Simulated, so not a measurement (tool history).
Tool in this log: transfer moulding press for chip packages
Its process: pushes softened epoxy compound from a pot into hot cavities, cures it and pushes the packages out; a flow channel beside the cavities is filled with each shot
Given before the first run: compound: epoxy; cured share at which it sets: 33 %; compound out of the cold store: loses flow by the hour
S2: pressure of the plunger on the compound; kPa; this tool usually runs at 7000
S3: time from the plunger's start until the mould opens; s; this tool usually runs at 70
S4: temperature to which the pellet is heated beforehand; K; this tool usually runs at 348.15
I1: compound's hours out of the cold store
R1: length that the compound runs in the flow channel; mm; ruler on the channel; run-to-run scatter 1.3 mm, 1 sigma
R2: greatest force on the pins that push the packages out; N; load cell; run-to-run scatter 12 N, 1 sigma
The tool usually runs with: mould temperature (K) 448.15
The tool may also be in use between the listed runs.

Run 1, day 0.000: usual settings; I1 43.3. Result: R1 652 mm, R2 566 N.
Run 2, day 2.546: usual settings; I1 41.9. Result: R1 652 mm, R2 553 N.
Run 3, day 3.892: usual settings; I1 34.9. Result: R1 669 mm, R2 555 N.
Run 4, day 6.258: usual settings; I1 27.4. Result: R1 686 mm, R2 559 N.
Run 5, day 8.212: usual settings but mould temperature (K) 445.15; I1 45.2. Result: R1 656 mm, R2 694 N.
Run 6, day 10.075: usual settings but mould temperature (K) 445.15, S4 352.15 K; I1 11.5. Result: R1 733 mm, R2 737 N.
Run 7, day 12.379: usual settings; I1 30.7. Result: R1 679 mm, R2 551 N.
Run 8, day 14.029: usual settings; I1 23.0. Result: R1 697 mm, R2 570 N.
Run 9, day 16.529: usual settings but S2 5670 kPa, S4 343.15 K; I1 17.1. Result: R1 638 mm, R2 591 N.
Run 10, day 18.679: usual settings but S2 5670 kPa, S4 343.15 K; I1 14.1. Result: R1 644 mm, R2 587 N.
Run 11, day 20.692: usual settings but S3 60 s, S4 355.15 K; I1 12.5. Result: R1 719 mm, R2 825 N.
Run 12, day 22.162: usual settings but S3 60 s, S4 355.15 K; I1 34.4. Result: R1 668 mm, R2 762 N.
Run 13, day 23.417: usual settings but S3 60 s, S4 355.15 K; I1 13.7. Result: R1 717 mm, R2 810 N.
Run 14, day 25.358: usual settings but S4 356.15 K; I1 35.5. Result: R1 667 mm, R2 542 N.
Run 15, day 27.979: usual settings but mould temperature (K) 450.15, S2 6490 kPa, S3 80 s, S4 355.15 K; I1 30.9. Result: R1 645 mm, R2 452 N.
Run 16, day 30.267: usual settings but mould temperature (K) 450.15, S2 5980 kPa, S3 65 s, S4 351.15 K; I1 18.1. Result: R1 646 mm, R2 574 N.

Not shown here: 13 entries made in the log between runs. Locate each between two listed runs and compare the hidden state at the listed run before it with the hidden state at the listed run after it:
In the gap between runs 2 and 3: cavities cleaned with cleaning compound and waxed (day 2.750)
  grip of the stained cavities, % over clean ones': 0.9 -> 0.5
In the gap between runs 3 and 4: cavities cleaned with cleaning compound and waxed (day 5.729)
  pressure that reaches the compound, % of what is set: 99.96 -> 99.95; grip of the stained cavities, % over clean ones': 0.5 -> 0.2
In the gap between runs 4 and 5: plunger's sealing rings changed (day 7.996)
  pressure that reaches the compound, % of what is set: 99.95 -> 100; grip of the stained cavities, % over clean ones': 0.2 -> 0.8
In the gap between runs 5 and 6: cavities cleaned with cleaning compound and waxed (day 8.683)
  pressure that reaches the compound, % of what is set: 100 -> 99.99; grip of the stained cavities, % over clean ones': 0.8 -> 0.6
In the gap between runs 6 and 7: cavities cleaned with cleaning compound and waxed (day 11.688)
  pressure that reaches the compound, % of what is set: 99.99 -> 99.98; grip of the stained cavities, % over clean ones': 0.6 -> 0.3
In the gap between runs 8 and 9: cavities cleaned with cleaning compound and waxed (day 14.492)
  pressure that reaches the compound, % of what is set: 99.97 -> 99.95
In the gap between runs 9 and 10: cavities cleaned with cleaning compound and waxed (day 17.383)
  pressure that reaches the compound, % of what is set: 99.95 -> 99.94; grip of the stained cavities, % over clean ones': 0.8 -> 0.6
In the gap between runs 10 and 11: plunger's sealing rings changed (day 19.008); cavities cleaned with cleaning compound and waxed (day 20.450)
  pressure that reaches the compound, % of what is set: 99.94 -> 99.99; grip of the stained cavities, % over clean ones': 0.6 -> 0.2
In the gap between runs 12 and 13: cavities cleaned with cleaning compound and waxed (day 23.367)
  grip of the stained cavities, % over clean ones': 0.7 -> 0.1
In the gap between runs 14 and 15: cavities cleaned with cleaning compound and waxed (day 26.350)
  pressure that reaches the compound, % of what is set: 99.97 -> 99.95; grip of the stained cavities, % over clean ones': 0.8 -> 0.6
In the gap between runs 15 and 16: cavities cleaned with cleaning compound and waxed (day 29.154); plunger's sealing rings changed (day 30.100)
  true mould temperature over the reading, C: 0 -> 0.01; pressure that reaches the compound, % of what is set: 99.95 -> 99.99; grip of the stained cavities, % over clean ones': 0.6 -> 0.4
